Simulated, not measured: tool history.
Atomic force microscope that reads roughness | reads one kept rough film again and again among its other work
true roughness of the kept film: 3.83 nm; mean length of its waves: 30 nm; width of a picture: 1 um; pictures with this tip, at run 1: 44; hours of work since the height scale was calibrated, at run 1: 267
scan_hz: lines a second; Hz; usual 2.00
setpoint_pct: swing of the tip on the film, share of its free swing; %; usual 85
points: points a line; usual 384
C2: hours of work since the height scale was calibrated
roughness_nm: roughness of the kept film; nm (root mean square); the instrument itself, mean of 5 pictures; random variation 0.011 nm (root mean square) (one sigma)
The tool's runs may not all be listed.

run 1 hour=0.0 | scan_hz=2.00 setpoint_pct=85 points=384 | pictures_with_this_tip=44 C2=267 | roughness_nm=2.528
run 2 hour=6.1 | scan_hz=2.00 setpoint_pct=85 points=384 | pictures_with_this_tip=54 C2=271 | roughness_nm=2.527
run 3 hour=12.3 | scan_hz=2.00 setpoint_pct=85 points=384 | pictures_with_this_tip=65 C2=276 | roughness_nm=2.518
run 4 hour=16.8 | scan_hz=2.00 setpoint_pct=85 points=384 | pictures_with_this_tip=72 C2=279 | roughness_nm=2.479
run 5 hour=24.0 | scan_hz=2.00 setpoint_pct=85 points=787 | pictures_with_this_tip=84 C2=284 | roughness_nm=2.478
run 6 hour=33.7 | scan_hz=2.00 setpoint_pct=85 points=787 | pictures_with_this_tip=100 C2=291 | roughness_nm=2.448
run 7 hour=41.5 | scan_hz=0.93 setpoint_pct=85 points=384 | pictures_with_this_tip=113 C2=296 | roughness_nm=2.662

Forecast run 8:
run 8 hour=50.8 | scan_hz=0.93 setpoint_pct=56 points=272 | pictures_with_this_tip=129 C2=303 | roughness_nm=?

{"run 8": {"roughness_nm": 2.829}}
Without the tool's hidden state the same run would have given roughness_nm 3.163 nm (root mean square).

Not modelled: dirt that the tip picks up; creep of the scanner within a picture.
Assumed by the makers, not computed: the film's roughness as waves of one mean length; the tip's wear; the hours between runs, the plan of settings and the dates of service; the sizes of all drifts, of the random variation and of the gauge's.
